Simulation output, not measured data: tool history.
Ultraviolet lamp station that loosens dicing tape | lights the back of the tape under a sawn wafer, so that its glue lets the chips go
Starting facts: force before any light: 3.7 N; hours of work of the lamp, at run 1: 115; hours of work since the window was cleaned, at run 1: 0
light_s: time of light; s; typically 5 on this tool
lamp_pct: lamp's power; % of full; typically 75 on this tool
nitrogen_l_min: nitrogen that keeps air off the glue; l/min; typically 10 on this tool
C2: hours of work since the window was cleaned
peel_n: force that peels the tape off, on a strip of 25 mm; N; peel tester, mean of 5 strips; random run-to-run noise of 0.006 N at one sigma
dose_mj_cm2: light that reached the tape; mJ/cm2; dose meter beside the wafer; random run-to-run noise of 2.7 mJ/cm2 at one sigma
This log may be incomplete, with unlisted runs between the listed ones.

Run 1, hour 0: usual settings; hours of work of the lamp 115; C2 0. Result: peel_n 0.187 N, dose_mj_cm2 338 mJ/cm2.
Run 2, hour 7.4: usual settings; hours of work of the lamp 119; C2 4. Result: peel_n 0.19 N, dose_mj_cm2 335 mJ/cm2.
Run 3, hour 14.5: usual settings; hours of work of the lamp 123; C2 8. Result: peel_n 0.186 N, dose_mj_cm2 341 mJ/cm2.
Run 4, hour 23.3: usual settings; hours of work of the lamp 127; C2 12. Result: peel_n 0.184 N, dose_mj_cm2 340 mJ/cm2.
Run 5, hour 39.1: usual settings; hours of work of the lamp 136; C2 21. Result: peel_n 0.183 N, dose_mj_cm2 335 mJ/cm2.
Run 6, hour 48.6: usual settings; hours of work of the lamp 141; C2 26. Result: peel_n 0.19 N, dose_mj_cm2 334 mJ/cm2.
Run 7, hour 60.5: usual settings but light_s 3 s, nitrogen_l_min 3 l/min; hours of work of the lamp 147; C2 32. Result: peel_n 0.932 N, dose_mj_cm2 203 mJ/cm2.

Run 8 is up next; what results do you expect?
Run 8, hour 70.6: usual settings but lamp_pct 97 % of full, nitrogen_l_min 3 l/min; hours of work of the lamp 152; C2 37. Result: peel_n ?, dose_mj_cm2 ?.

{"run 8": {"peel_n": 0.245, "dose_mj_cm2": 431}}
Take away the tool's hidden state, keep the run-to-run variation as it was, and the same run would have given peel_n 0.217 N, dose_mj_cm2 460 mJ/cm2.

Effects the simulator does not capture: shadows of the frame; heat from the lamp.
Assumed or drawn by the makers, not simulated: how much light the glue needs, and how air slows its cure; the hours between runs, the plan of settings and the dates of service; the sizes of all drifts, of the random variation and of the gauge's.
